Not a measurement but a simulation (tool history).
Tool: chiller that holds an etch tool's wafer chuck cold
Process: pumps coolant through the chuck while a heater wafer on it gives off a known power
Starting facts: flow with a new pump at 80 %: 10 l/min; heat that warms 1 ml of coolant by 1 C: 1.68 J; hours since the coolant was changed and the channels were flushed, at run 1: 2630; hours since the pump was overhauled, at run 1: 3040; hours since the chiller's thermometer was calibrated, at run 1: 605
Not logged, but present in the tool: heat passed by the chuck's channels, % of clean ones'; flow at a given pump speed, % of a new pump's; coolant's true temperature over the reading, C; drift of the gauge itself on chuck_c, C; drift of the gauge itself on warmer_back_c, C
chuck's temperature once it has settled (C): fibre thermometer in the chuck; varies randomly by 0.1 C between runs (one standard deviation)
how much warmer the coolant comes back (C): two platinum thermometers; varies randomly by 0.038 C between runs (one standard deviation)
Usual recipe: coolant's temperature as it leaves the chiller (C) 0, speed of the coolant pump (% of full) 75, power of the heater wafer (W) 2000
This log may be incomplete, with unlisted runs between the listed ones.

run    hour  coolant's temperature as it leaves the chiller (C)  speed of the coolant pump (% of full)  power of the heater wafer (W)  hours since the coolant was changed and the channels were flushed  hours since the pump was overhauled  hours since the chiller's thermometer was calibrated  chuck's temperature once it has settled (C)  how much warmer the coolant comes back (C)
  1       0                                                   0                                     75                           2000                                                               2630                                 3040                                                   605                                         17.1                                        7.82
  2   103.6                                                   0                                     75                           2000                                                               2734                                 3144                                                   708                                         17.1                                        7.84
  3   191.8                                                   0                                     75                           2000                                                               2822                                 3232                                                   796                                         17.1                                        7.91
  4   307.2                                                   0                                     75                           2000                                                               2937                                 3347                                                   912                                         17.2                                        7.89
  5     420                                                   7                                     75                           2000                                                               3050                                 3460                                                  1025                                         24.3                                        7.83
  6   503.4                                                   0                                     75                           2000                                                               3134                                 3543                                                  1108                                         17.2                                        7.86
  7   600.5                                                   0                                     75                           2000                                                               3231                                 3641                                                  1205                                         17.5                                        7.84
  8   671.9                                                   0                                     75                           2000                                                               3302                                 3712                                                  1276                                         17.3                                        7.88
  9   744.2                                                   0                                     75                           2000                                                               3374                                 3784                                                  1349                                         17.5                                         7.9
 10   854.3                                                   0                                     75                           2000                                                               3484                                 3894                                                  1459                                         17.4                                        7.85
 11   955.6                                                   0                                     75                           2000                                                               3586                                 3996                                                  1560                                         17.5                                        7.84
 12  1012.1                                                   0                                     75                           1595                                                               3642                                 4052                                                  1617                                         14.1                                        6.31
 13  1089.6                                                   0                                     75                           2000                                                               3720                                 4130                                                  1694                                         17.6                                        7.88
 14    1187                                                   0                                     75                           2000                                                               3817                                 4227                                                  1791                                         17.8                                        7.92
 15  1255.2                                                   0                                     75                           2000                                                               3885                                 4295                                                  1860                                           18                                        7.88
 16  1334.8                                                   0                                     75                           1627                                                               3965                                 4375                                                  1939                                         14.5                                        6.48
 17  1409.9                                                   0                                     75                           1627                                                               4040                                 4450                                                  2014                                         14.5                                        6.42
 18  1521.7                                                   1                                     75                           1327                                                               4152                                 4562                                                  2126                                           13                                         5.3
 19    1592                                                   0                                     88                           2627                                                               4222                                 4632                                                  2197                                         20.9                                        8.89
 20  1706.3                                                   2                                     86                           2715                                                               4336                                 4746                                                  2311                                         24.3                                        9.41
 21  1798.7                                                  10                                     67                           1980                                                               4429                                 4839                                                  2403                                         29.5                                        8.87
     1809.2  -- chiller's thermometer calibrated
 22  1915.4                                                   4                                     86                           2210                                                               4545                                 4954                                                   106                                         22.2                                        7.66
 23  1980.3                                                   7                                     66                           2210                                                               4609                                 5019                                                   171                                         29.1                                       10.13
     2064.1  -- chiller's thermometer calibrated, once more
 24  2096.8                                                  -5                                     90                           2000                                                               4725                                 5135                                                    33                                         10.6                                        6.63
 25    2164                                                   0                                     97                           2000                                                               4792                                 5202                                                   100                                           15                                        6.14
 26  2231.9                                                   0                                     97                           2000                                                               4860                                 5270                                                   168                                           15                                        6.11
 27  2321.1                                                   5                                     72                           1184                                                               4949                                 5359                                                   257                                           16                                        4.89
 28  2370.6                                                   0                                     95                           2000                                                               4999                                 5409                                                   307                                         15.3                                        6.28
 29  2441.7                                                   0                                     67                           2541                                                               5070                                 5480                                                   378                                         25.4                                       11.46
 30  2536.1                                                   0                                     67                           2541                                                               5164                                 5574                                                   472                                         25.3                                       11.47
 31  2610.4                                                   0                                     75                           1916                                                               5239                                 5648                                                   546                                         17.7                                        7.71
 32  2657.6                                                   0                                     75                           1252                                                               5286                                 5696                                                   594                                         11.5                                        4.97
 33  2762.3                                                  -3                                     75                           2000                                                               5390                                 5800                                                   698                                         15.7                                        8.08

Hidden condition of the tool, last listed run before each entry between runs versus first listed run after:
After run 21, before run 22: chiller's thermometer calibrated (hour 1809.2)
  heat passed by the chuck's channels, % of clean ones': 88 -> 87.7; flow at a given pump speed, % of a new pump's: 95.7 -> 95.6; coolant's true temperature over the reading, C: 0.12 -> 0.14
  measured result minus the result with no hidden state, chuck's temperature once it has settled (C): +2.4 -> +2.4; how much warmer the coolant comes back (C): +0.38 -> +0.34
After run 23, before run 24: chiller's thermometer calibrated, once more (hour 2064.1)
  heat passed by the chuck's channels, % of clean ones': 87.5 -> 87.2; flow at a given pump speed, % of a new pump's: 95.6 -> 95.4; coolant's true temperature over the reading, C: 0.14 -> -0.04
  measured result minus the result with no hidden state, chuck's temperature once it has settled (C): +2.7 -> +1.9; how much warmer the coolant comes back (C): +0.45 -> +0.3
